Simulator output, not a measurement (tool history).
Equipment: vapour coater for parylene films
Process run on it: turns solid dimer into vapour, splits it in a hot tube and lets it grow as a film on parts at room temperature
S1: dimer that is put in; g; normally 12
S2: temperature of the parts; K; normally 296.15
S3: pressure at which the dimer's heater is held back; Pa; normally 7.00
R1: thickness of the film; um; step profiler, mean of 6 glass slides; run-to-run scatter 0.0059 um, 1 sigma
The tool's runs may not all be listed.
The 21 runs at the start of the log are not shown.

| run | hour | S1 | S2 | S3 | R1 |
|---|---|---|---|---|---|
| 22 | 1213.4 | 12 | 296.15 | 7.00 | 1.749 |
| 23 | 1279.9 | 12 | 296.15 | 7.00 | 1.745 |
| 24 | 1321.3 | 12 | 297.15 | 7.00 | 1.660 |
| 25 | 1374.6 | 10 | 296.15 | 2.56 | 1.777 |
| 26 | 1412.7 | 6 | 293.15 | 7.00 | 0.999 |
| 27 | 1461.2 | 14 | 288.15 | 2.96 | 3.517 |
| 28 | 1527.3 | 14 | 288.15 | 2.96 | 3.503 |
| 29 | 1598.0 | 14 | 288.15 | 7.93 | 2.845 |
|  | 1608.4 | trap's valve overhauled |
| 30 | 1634.9 | 12 | 295.15 | 2.86 | 2.339 |
| 31 | 1679.2 | 12 | 295.15 | 2.86 | 2.341 |
| 32 | 1737.7 | 12 | 302.15 | 2.86 | 1.668 |
| 33 | 1802.1 | 9 | 289.15 | 3.19 | 2.260 |
|  | 1831.6 | table's thermometer calibrated |
| 34 | 1853.7 | 16 | 289.15 | 3.19 | 3.908 |
| 35 | 1889.5 | 16 | 289.15 | 3.19 | 3.892 |
| 36 | 1954.6 | 9 | 302.15 | 3.19 | 1.193 |
| 37 | 1999.9 | 9 | 302.15 | 3.19 | 1.183 |
| 38 | 2050.1 | 9 | 302.15 | 3.19 | 1.184 |
| 39 | 2105.8 | 7 | 296.15 | 7.00 | 1.028 |
| 40 | 2139.0 | 6 | 295.15 | 8.34 | 0.887 |
| 41 | 2182.6 | 6 | 295.15 | 8.34 | 0.892 |
| 42 | 2222.3 | 6 | 295.15 | 8.34 | 0.889 |
| 43 | 2270.9 | 18 | 296.15 | 7.46 | 2.596 |
| 44 | 2303.3 | 12 | 296.15 | 7.00 | 1.748 |

Expected results for the next run?
| 45 | 2372.4 | 17 | 292.15 | 3.79 | ? |

R1: 3.398 um
Take away the tool's hidden state, keep the run-to-run variation as it was, and the same run would have given R1 3.519 um.
